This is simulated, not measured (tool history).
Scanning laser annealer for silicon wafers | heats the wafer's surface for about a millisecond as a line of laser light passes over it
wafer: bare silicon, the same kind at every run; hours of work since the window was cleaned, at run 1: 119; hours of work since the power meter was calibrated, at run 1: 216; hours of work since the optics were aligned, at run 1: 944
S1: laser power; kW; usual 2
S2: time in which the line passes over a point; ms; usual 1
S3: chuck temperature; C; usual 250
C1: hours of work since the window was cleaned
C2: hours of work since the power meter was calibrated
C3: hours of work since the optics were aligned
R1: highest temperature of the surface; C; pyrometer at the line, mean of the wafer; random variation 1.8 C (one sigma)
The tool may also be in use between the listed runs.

{"run": 1, "hour": 0.0, "S1": 2, "S2": 1, "S3": 250, "C1": 119, "C2": 216, "C3": 944, "R1": 998}
{"run": 2, "hour": 11.8, "S1": 2, "S2": 1, "S3": 250, "C1": 124, "C2": 222, "C3": 950, "R1": 995}
{"run": 3, "hour": 22.9, "S1": 2, "S2": 1, "S3": 250, "C1": 130, "C2": 227, "C3": 955, "R1": 997}
{"run": 4, "hour": 32.9, "S1": 2, "S2": 1, "S3": 250, "C1": 135, "C2": 232, "C3": 960, "R1": 994}
{"run": 5, "hour": 40.8, "S1": 2, "S2": 0.74, "S3": 250, "C1": 138, "C2": 236, "C3": 964, "R1": 886}
{"run": 6, "hour": 49.5, "S1": 2, "S2": 1, "S3": 226, "C1": 143, "C2": 240, "C3": 968, "R1": 972}
{"run": 7, "hour": 57.4, "S1": 2, "S2": 1, "S3": 226, "C1": 146, "C2": 244, "C3": 972, "R1": 969}
{"run": 8, "hour": 64.5, "S1": 2, "S2": 1, "S3": 226, "C1": 150, "C2": 247, "C3": 975, "R1": 970}
{"run": 9, "hour": 77.0, "S1": 2, "S2": 1, "S3": 226, "C1": 156, "C2": 253, "C3": 981, "R1": 969}
{"run": 10, "hour": 87.1, "S1": 2, "S2": 1, "S3": 226, "C1": 161, "C2": 258, "C3": 986, "R1": 968}
{"run": 11, "hour": 94.9, "S1": 2, "S2": 1, "S3": 226, "C1": 165, "C2": 262, "C3": 990, "R1": 969}
{"run": 12, "hour": 107.0, "S1": 2, "S2": 1, "S3": 226, "C1": 171, "C2": 268, "C3": 996, "R1": 969}
{"run": 13, "hour": 118.8, "S1": 2, "S2": 0.82, "S3": 226, "C1": 176, "C2": 273, "C3": 1002, "R1": 893}
{"run": 14, "hour": 129.1, "S1": 2, "S2": 1, "S3": 250, "C1": 181, "C2": 278, "C3": 1007, "R1": 992}
{"run": 15, "hour": 137.2, "S1": 2, "S2": 1, "S3": 261, "C1": 185, "C2": 282, "C3": 1010, "R1": 999}
{"run": 16, "hour": 149.5, "S1": 1.828, "S2": 1, "S3": 274, "C1": 191, "C2": 288, "C3": 1016, "R1": 935}
{"run": 17, "hour": 160.5, "S1": 2.139, "S2": 0.78, "S3": 274, "C1": 196, "C2": 294, "C3": 1022, "R1": 980}
{"run": 18, "hour": 166.7, "S1": 1.982, "S2": 1, "S3": 250, "C1": 199, "C2": 297, "C3": 1025, "R1": 979}
{"run": 19, "hour": 177.3, "S1": 2.183, "S2": 1.1, "S3": 250, "C1": 205, "C2": 302, "C3": 1030, "R1": 1113}
{"run": 20, "hour": 189.2, "S1": 2.183, "S2": 1.1, "S3": 250, "C1": 210, "C2": 308, "C3": 1036, "R1": 1111}
{"run": 21, "hour": 197.8, "S1": 2.183, "S2": 1.1, "S3": 250, "C1": 215, "C2": 312, "C3": 1040, "R1": 1112}
{"run": 22, "hour": 208.5, "S1": 2, "S2": 1.24, "S3": 236, "C1": 220, "C2": 317, "C3": 1045, "R1": 1061}
{"run": 23, "hour": 220.9, "S1": 2, "S2": 1.24, "S3": 236, "C1": 226, "C2": 323, "C3": 1051, "R1": 1055}
{"run": 24, "hour": 230.9, "S1": 1.864, "S2": 0.91, "S3": 250, "C1": 231, "C2": 328, "C3": 1056, "R1": 893}
{"run": 25, "hour": 238.9, "S1": 1.864, "S2": 0.91, "S3": 250, "C1": 235, "C2": 332, "C3": 1060, "R1": 890}
{"hour": 249.4, "done": "optics aligned, line set to its width"}
{"run": 26, "hour": 254.3, "S1": 1.881, "S2": 0.87, "S3": 242, "C1": 240, "C2": 337, "C3": 2, "R1": 883}
{"run": 27, "hour": 260.7, "S1": 1.881, "S2": 0.87, "S3": 242, "C1": 243, "C2": 340, "C3": 6, "R1": 883}
{"run": 28, "hour": 273.8, "S1": 1.881, "S2": 0.87, "S3": 242, "C1": 249, "C2": 346, "C3": 12, "R1": 884}

Hidden state at the last listed run before each entry between runs and at the first one after, where it differs:
Between runs 25 and 26: optics aligned, line set to its width (hour 249.4)
  light that passes the window, % of a clean one's: 97.44 -> 97.39; width of the line over the set one, %: 2.06 -> 0.18
  measured less the result without the state, R1: -31 -> -22 C
